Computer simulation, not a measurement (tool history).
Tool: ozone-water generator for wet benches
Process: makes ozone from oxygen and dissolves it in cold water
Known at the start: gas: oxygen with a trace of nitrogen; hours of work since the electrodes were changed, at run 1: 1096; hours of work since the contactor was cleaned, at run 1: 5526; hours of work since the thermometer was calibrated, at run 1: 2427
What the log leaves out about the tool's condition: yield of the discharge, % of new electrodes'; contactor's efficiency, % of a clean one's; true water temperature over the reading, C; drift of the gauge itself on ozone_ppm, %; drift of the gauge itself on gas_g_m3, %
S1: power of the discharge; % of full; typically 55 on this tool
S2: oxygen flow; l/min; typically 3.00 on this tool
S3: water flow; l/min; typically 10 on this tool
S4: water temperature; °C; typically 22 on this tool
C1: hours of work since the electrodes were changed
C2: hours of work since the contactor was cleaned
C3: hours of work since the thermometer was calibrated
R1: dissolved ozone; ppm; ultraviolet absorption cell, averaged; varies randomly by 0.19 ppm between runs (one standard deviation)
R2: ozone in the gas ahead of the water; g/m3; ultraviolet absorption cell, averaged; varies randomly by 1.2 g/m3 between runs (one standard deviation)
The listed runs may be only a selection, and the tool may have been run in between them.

Run 1, hour 0.0: usual settings; C1 1096; C2 5526; C3 2427. Result: R1 24.9 ppm, R2 211.1 g/m3.
Run 2, hour 45.4: usual settings; C1 1128; C2 5558; C3 2459. Result: R1 24.4 ppm, R2 210.0 g/m3.
Run 3, hour 96.4: usual settings but S3 6 l/min; C1 1164; C2 5594; C3 2495. Result: R1 32.4 ppm, R2 211.9 g/m3.
Run 4, hour 151.0: usual settings but S3 7 l/min; C1 1203; C2 5633; C3 2534. Result: R1 30.2 ppm, R2 211.3 g/m3.
Run 5, hour 180.5: usual settings but S3 7 l/min; C1 1224; C2 5654; C3 2555. Result: R1 29.8 ppm, R2 208.7 g/m3.
Run 6, hour 221.1: usual settings but S3 14 l/min; C1 1252; C2 5683; C3 2584. Result: R1 19.8 ppm, R2 209.6 g/m3.
Run 7, hour 280.4: usual settings but S3 14 l/min; C1 1294; C2 5725; C3 2626. Result: R1 19.5 ppm, R2 210.5 g/m3.
Run 8, hour 323.3: usual settings; C1 1325; C2 5755; C3 2656. Result: R1 25.1 ppm, R2 213.6 g/m3.
Run 9, hour 381.8: usual settings but S2 3.30 l/min; C1 1366; C2 5797; C3 2698. Result: R1 24.1 ppm, R2 197.9 g/m3.
At hour 390.2: contactor cleaned.
Run 10, hour 442.8: usual settings but S2 3.30 l/min; C1 1407; C2 37; C3 2738. Result: R1 24.0 ppm, R2 197.2 g/m3.
Run 11, hour 482.2: usual settings; C1 1435; C2 65; C3 2766. Result: R1 24.1 ppm, R2 211.0 g/m3.
Run 12, hour 525.5: usual settings but S2 2.43 l/min; C1 1465; C2 96; C3 2797. Result: R1 24.7 ppm, R2 241.0 g/m3.
Run 13, hour 571.2: usual settings but S2 2.43 l/min; C1 1498; C2 128; C3 2829. Result: R1 25.2 ppm, R2 239.4 g/m3.
Run 14, hour 599.2: usual settings but S2 2.43 l/min, S3 15 l/min; C1 1518; C2 148; C3 2849. Result: R1 18.6 ppm, R2 238.5 g/m3.
At hour 631.2: contactor cleaned, once more.
Run 15, hour 640.7: usual settings but S2 2.43 l/min, S3 15 l/min; C1 1544; C2 7; C3 2876. Result: R1 19.3 ppm, R2 241.5 g/m3.
Run 16, hour 679.8: usual settings but S1 53 % of full, S2 2.43 l/min, S3 15 l/min; C1 1572; C2 34; C3 2903. Result: R1 19.0 ppm, R2 236.2 g/m3.
Run 17, hour 710.7: usual settings but S2 1.63 l/min, S3 8 l/min, S4 19 °C; C1 1594; C2 56; C3 2925. Result: R1 32.2 ppm, R2 308.2 g/m3.
Run 18, hour 752.5: usual settings but S3 14 l/min, S4 17 °C; C1 1623; C2 86; C3 2955. Result: R1 21.4 ppm, R2 208.3 g/m3.
Run 19, hour 796.4: usual settings but S1 79 % of full, S3 8 l/min, S4 21 °C; C1 1655; C2 117; C3 2986. Result: R1 34.1 ppm, R2 249.1 g/m3.
Run 20, hour 852.6: usual settings but S4 24 °C; C1 1694; C2 157; C3 3026. Result: R1 24.5 ppm, R2 207.8 g/m3.
Run 21, hour 886.2: usual settings but S2 1.57 l/min, S3 15 l/min, S4 24 °C; C1 1718; C2 181; C3 3050. Result: R1 18.5 ppm, R2 324.4 g/m3.
Run 22, hour 946.2: usual settings but S1 48 % of full, S2 2.52 l/min, S3 12 l/min, S4 15 °C; C1 1761; C2 223; C3 3092. Result: R1 23.0 ppm, R2 219.0 g/m3.
Run 23, hour 976.1: usual settings but S2 2.64 l/min, S3 11 l/min; C1 1782; C2 245; C3 3113. Result: R1 24.2 ppm, R2 225.5 g/m3.
Run 24, hour 1028.3: usual settings but S2 2.64 l/min, S3 11 l/min; C1 1819; C2 282; C3 3150. Result: R1 23.9 ppm, R2 228.1 g/m3.
Run 25, hour 1084.7: usual settings but S2 2.64 l/min, S3 11 l/min; C1 1859; C2 322; C3 3190. Result: R1 23.7 ppm, R2 226.9 g/m3.
Run 26, hour 1122.3: usual settings but S1 95 % of full, S3 7 l/min, S4 26 °C; C1 1886; C2 348; C3 3217. Result: R1 36.4 ppm, R2 270.1 g/m3.
Run 27, hour 1147.9: usual settings but S1 95 % of full, S3 7 l/min, S4 26 °C; C1 1904; C2 366; C3 3235. Result: R1 36.3 ppm, R2 272.4 g/m3.
Run 28, hour 1203.1: usual settings but S1 70 % of full, S2 1.52 l/min, S3 14 l/min, S4 14 °C; C1 1943; C2 405; C3 3274. Result: R1 23.9 ppm, R2 363.2 g/m3.
Run 29, hour 1266.1: usual settings but S2 3.80 l/min, S3 11 l/min; C1 1988; C2 450; C3 3319. Result: R1 22.2 ppm, R2 176.2 g/m3.
Run 30, hour 1304.2: usual settings but S1 44 % of full, S2 3.94 l/min, S3 13 l/min; C1 2015; C2 477; C3 3346. Result: R1 17.9 ppm, R2 155.9 g/m3.
Run 31, hour 1351.4: usual settings but S1 72 % of full, S2 3.79 l/min, S3 9 l/min, S4 26 °C; C1 2048; C2 511; C3 3380. Result: R1 26.3 ppm, R2 201.4 g/m3.
Run 32, hour 1392.3: usual settings but S1 72 % of full, S2 3.79 l/min, S3 9 l/min, S4 26 °C; C1 2077; C2 540; C3 3409. Result: R1 25.9 ppm, R2 203.0 g/m3.

For each run, the measured value with the value that run would have given without the tool's hidden condition subtracted. The run-to-run variation is shared by both, the gauge scatter possibly not:
run    R1     R2
  1  -1.5   -6.4
  2  -1.5   -6.6
  3  -1.8   -6.8
  4  -1.8   -7.0
  5  -1.8   -6.9
  6  -1.3   -7.2
  7  -1.3   -7.4
  8  -1.7   -7.7
  9  -1.6   -7.4
 10  -1.8   -7.5
 11  -1.9   -8.2
 12  -1.9   -9.5
 13  -1.9   -9.7
 14  -1.6   -9.7
 15  -1.0  -10.0
 16  -0.9   -9.8
 17  -1.6  -13.2
 18  -1.2   -9.0
 19  -2.2  -13.4
 20  -1.4   -9.4
 21  -1.1  -14.8
 22  -1.3   -9.4
 23  -1.4  -10.7
 24  -1.4  -11.0
 25  -1.5  -11.2
 26  -2.9  -17.9
 27  -2.9  -18.2
 28  -1.7  -21.4
 29  -1.5   -9.3
 30  -1.1   -7.1
 31  -2.0  -12.7
 32  -2.1  -12.9
